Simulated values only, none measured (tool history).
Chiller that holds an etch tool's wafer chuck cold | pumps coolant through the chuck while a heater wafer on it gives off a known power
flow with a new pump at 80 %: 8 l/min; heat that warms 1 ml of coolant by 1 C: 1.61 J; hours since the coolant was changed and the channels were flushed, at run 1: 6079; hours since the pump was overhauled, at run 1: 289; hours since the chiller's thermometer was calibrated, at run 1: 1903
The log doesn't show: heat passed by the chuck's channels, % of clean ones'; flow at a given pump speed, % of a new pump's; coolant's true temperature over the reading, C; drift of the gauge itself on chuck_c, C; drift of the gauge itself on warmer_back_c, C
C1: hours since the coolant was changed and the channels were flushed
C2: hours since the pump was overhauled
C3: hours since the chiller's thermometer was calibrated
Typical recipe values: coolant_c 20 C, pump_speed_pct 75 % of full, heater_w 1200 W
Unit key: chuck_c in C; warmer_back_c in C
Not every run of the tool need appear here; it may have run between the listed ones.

Run 1, hour 0.0: usual settings; C1 6079; C2 289; C3 1903. Result: chuck_c 29.7 C, warmer_back_c 5.95 C.
Run 2, hour 31.5: usual settings but coolant_c 10 C; C1 6110; C2 321; C3 1934. Result: chuck_c 19.8 C, warmer_back_c 5.97 C.
Run 3, hour 49.7: usual settings but coolant_c 10 C; C1 6129; C2 339; C3 1952. Result: chuck_c 19.8 C, warmer_back_c 6.02 C.
Run 4, hour 67.0: usual settings but pump_speed_pct 68 % of full; C1 6146; C2 356; C3 1970. Result: chuck_c 30.8 C, warmer_back_c 6.71 C.
Run 5, hour 91.7: usual settings but pump_speed_pct 84 % of full; C1 6171; C2 381; C3 1994. Result: chuck_c 28.9 C, warmer_back_c 5.35 C.
Run 6, hour 121.9: usual settings but pump_speed_pct 92 % of full; C1 6201; C2 411; C3 2024. Result: chuck_c 28.2 C, warmer_back_c 4.85 C.
Run 7, hour 148.7: usual settings but pump_speed_pct 92 % of full; C1 6228; C2 438; C3 2051. Result: chuck_c 28.2 C, warmer_back_c 4.85 C.
Run 8, hour 183.1: usual settings but pump_speed_pct 92 % of full; C1 6262; C2 472; C3 2086. Result: chuck_c 28.2 C, warmer_back_c 4.75 C.
At hour 207.0: chiller's thermometer calibrated.
Run 9, hour 220.7: usual settings but coolant_c 26 C, pump_speed_pct 92 % of full; C1 6299; C2 509; C3 14. Result: chuck_c 34.1 C, warmer_back_c 4.72 C.
Run 10, hour 240.8: usual settings but coolant_c 26 C, pump_speed_pct 92 % of full; C1 6319; C2 529; C3 34. Result: chuck_c 34.2 C, warmer_back_c 4.76 C.
Run 11, hour 271.2: usual settings but coolant_c 10 C, heater_w 790 W; C1 6349; C2 559; C3 64. Result: chuck_c 16.4 C, warmer_back_c 3.99 C.
Run 12, hour 303.1: usual settings but pump_speed_pct 61 % of full, heater_w 1245 W; C1 6381; C2 591; C3 96. Result: chuck_c 32.4 C, warmer_back_c 7.91 C.
Run 13, hour 326.2: usual settings but coolant_c 12 C, pump_speed_pct 80 % of full, heater_w 741 W; C1 6404; C2 614; C3 119. Result: chuck_c 17.7 C, warmer_back_c 3.51 C.
Run 14, hour 355.2: usual settings but coolant_c 22 C, pump_speed_pct 88 % of full, heater_w 1276 W; C1 6433; C2 643; C3 148. Result: chuck_c 31.3 C, warmer_back_c 5.31 C.
Run 15, hour 372.0: usual settings but coolant_c 22 C, pump_speed_pct 88 % of full, heater_w 1276 W; C1 6450; C2 660; C3 165. Result: chuck_c 31.0 C, warmer_back_c 5.32 C.

Here are 5 independent what-if runs from the current tool condition. What would each one return?
Run A, hour 398.9: usual settings but heater_w 1606 W; C1 6477; C2 687; C3 192. Result: chuck_c ?, warmer_back_c ?.
Run B, hour 398.9: usual settings but coolant_c 17 C, pump_speed_pct 66 % of full, heater_w 968 W; C1 6477; C2 687; C3 192. Result: chuck_c ?, warmer_back_c ?.
Run C, hour 398.9: usual settings but coolant_c 11 C, pump_speed_pct 88 % of full, heater_w 1276 W; C1 6477; C2 687; C3 192. Result: chuck_c ?, warmer_back_c ?.
Run D, hour 398.9: usual settings but coolant_c 22 C; C1 6477; C2 687; C3 192. Result: chuck_c ?, warmer_back_c ?.
Run E, hour 398.9: usual settings but coolant_c 16 C, pump_speed_pct 68 % of full, heater_w 637 W; C1 6477; C2 687; C3 192. Result: chuck_c ?, warmer_back_c ?.

run  chuck_c  warmer_back_c
  A     33.2           8.01
  B     26.0           5.59
  C     20.1           5.37
  D     32.0           6.03
  E     21.8           3.61
With the hidden condition removed and each run's random variation left untouched, the same runs would have given:
run  chuck_c  warmer_back_c
  A     33.2           8.01
  B     26.0           5.59
  C     20.1           5.37
  D     32.0           6.03
  E     21.8           3.61
